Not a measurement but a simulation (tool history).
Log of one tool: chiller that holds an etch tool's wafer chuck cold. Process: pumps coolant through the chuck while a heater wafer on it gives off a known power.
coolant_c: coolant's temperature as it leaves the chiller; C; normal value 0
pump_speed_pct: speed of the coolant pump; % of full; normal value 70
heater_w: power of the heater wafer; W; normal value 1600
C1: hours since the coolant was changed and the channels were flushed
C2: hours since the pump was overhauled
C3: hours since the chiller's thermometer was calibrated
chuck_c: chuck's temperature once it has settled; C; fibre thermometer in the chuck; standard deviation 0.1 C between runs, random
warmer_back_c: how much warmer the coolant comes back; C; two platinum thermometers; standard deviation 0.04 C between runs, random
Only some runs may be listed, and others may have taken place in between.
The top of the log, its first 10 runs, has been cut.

run 11 hour=716.6 | coolant_c=0 pump_speed_pct=71 heater_w=1600 | C1=2296 C2=1890 C3=1422 | chuck_c=24.5 warmer_back_c=8.87
run 12 hour=792.3 | coolant_c=0 pump_speed_pct=70 heater_w=1600 | C1=2372 C2=1966 C3=1497 | chuck_c=24.8 warmer_back_c=9.07
run 13 hour=878.9 | coolant_c=0 pump_speed_pct=70 heater_w=1600 | C1=2458 C2=2053 C3=1584 | chuck_c=25 warmer_back_c=9.15
run 14 hour=930.6 | coolant_c=0 pump_speed_pct=70 heater_w=1600 | C1=2510 C2=2104 C3=1636 | chuck_c=24.8 warmer_back_c=9.11
run 15 hour=1005.6 | coolant_c=0 pump_speed_pct=70 heater_w=1600 | C1=2585 C2=2179 C3=1711 | chuck_c=24.9 warmer_back_c=9.07
run 16 hour=1077.1 | coolant_c=0 pump_speed_pct=70 heater_w=1488 | C1=2657 C2=2251 C3=1782 | chuck_c=23.4 warmer_back_c=8.54
run 17 hour=1133.2 | coolant_c=0 pump_speed_pct=70 heater_w=1488 | C1=2713 C2=2307 C3=1838 | chuck_c=23.3 warmer_back_c=8.47
run 18 hour=1241 | coolant_c=-4 pump_speed_pct=68 heater_w=1488 | C1=2821 C2=2415 C3=1946 | chuck_c=19.9 warmer_back_c=8.8
run 19 hour=1311.4 | coolant_c=9 pump_speed_pct=77 heater_w=2002 | C1=2891 C2=2485 C3=2016 | chuck_c=38.6 warmer_back_c=10.39
run 20 hour=1356.7 | coolant_c=9 pump_speed_pct=77 heater_w=2002 | C1=2936 C2=2530 C3=2062 | chuck_c=38.5 warmer_back_c=10.34
run 21 hour=1408.1 | coolant_c=0 pump_speed_pct=60 heater_w=2342 | C1=2988 C2=2582 C3=2113 | chuck_c=41.4 warmer_back_c=15.88
run 22 hour=1472 | coolant_c=-10 pump_speed_pct=82 heater_w=1600 | C1=3052 C2=2646 C3=2177 | chuck_c=12.7 warmer_back_c=7.7
run 23 hour=1546.3 | coolant_c=-4 pump_speed_pct=77 heater_w=1683 | C1=3126 C2=2720 C3=2251 | chuck_c=21 warmer_back_c=8.71
run 24 hour=1650.9 | coolant_c=-4 pump_speed_pct=77 heater_w=1683 | C1=3230 C2=2825 C3=2356 | chuck_c=21.2 warmer_back_c=8.77
run 25 hour=1753 | coolant_c=-2 pump_speed_pct=70 heater_w=1600 | C1=3333 C2=2927 C3=2458 | chuck_c=23.8 warmer_back_c=9.38
run 26 hour=1818.9 | coolant_c=-2 pump_speed_pct=70 heater_w=1277 | C1=3398 C2=2993 C3=2524 | chuck_c=18.5 warmer_back_c=7.44
run 27 hour=1875.5 | coolant_c=7 pump_speed_pct=66 heater_w=2262 | C1=3455 C2=3049 C3=2581 | chuck_c=45 warmer_back_c=14.04
run 28 hour=1978.3 | coolant_c=7 pump_speed_pct=66 heater_w=2262 | C1=3558 C2=3152 C3=2683 | chuck_c=45.3 warmer_back_c=14.06
run 29 hour=2042.6 | coolant_c=7 pump_speed_pct=66 heater_w=2262 | C1=3622 C2=3216 C3=2748 | chuck_c=45.5 warmer_back_c=14.04
run 30 hour=2123.8 | coolant_c=0 pump_speed_pct=81 heater_w=806 | C1=3703 C2=3298 C3=2829 | chuck_c=11.6 warmer_back_c=4.03
run 31 hour=2168.8 | coolant_c=0 pump_speed_pct=81 heater_w=806 | C1=3748 C2=3343 C3=2874 | chuck_c=11.7 warmer_back_c=4.05

Below are 5 alternative next runs, each starting from the tool's condition after run 31. Predict each:
run A hour=2225.9 | coolant_c=4 pump_speed_pct=64 heater_w=991 | C1=3805 C2=3400 C3=2931 | chuck_c=? warmer_back_c=?
run B hour=2225.9 | coolant_c=0 pump_speed_pct=68 heater_w=1159 | C1=3805 C2=3400 C3=2931 | chuck_c=? warmer_back_c=?
run C hour=2225.9 | coolant_c=6 pump_speed_pct=65 heater_w=806 | C1=3805 C2=3400 C3=2931 | chuck_c=? warmer_back_c=?
run D hour=2225.9 | coolant_c=0 pump_speed_pct=69 heater_w=1600 | C1=3805 C2=3400 C3=2931 | chuck_c=? warmer_back_c=?
run E hour=2225.9 | coolant_c=5 pump_speed_pct=74 heater_w=1049 | C1=3805 C2=3400 C3=2931 | chuck_c=? warmer_back_c=?

run=A chuck_c=20.8 warmer_back_c=6.46
run=B chuck_c=19.4 warmer_back_c=7.01
run=C chuck_c=19.7 warmer_back_c=5.08
run=D chuck_c=26.4 warmer_back_c=9.55
run=E chuck_c=21.3 warmer_back_c=5.75
The same runs, with their run-to-run variation unchanged, on a tool lacking any hidden condition would have given:
run=A chuck_c=18.9 warmer_back_c=5.95
run=B chuck_c=17.2 warmer_back_c=6.46
run=C chuck_c=18.2 warmer_back_c=4.68
run=D chuck_c=23.3 warmer_back_c=8.8
run=E chuck_c=19.5 warmer_back_c=5.3

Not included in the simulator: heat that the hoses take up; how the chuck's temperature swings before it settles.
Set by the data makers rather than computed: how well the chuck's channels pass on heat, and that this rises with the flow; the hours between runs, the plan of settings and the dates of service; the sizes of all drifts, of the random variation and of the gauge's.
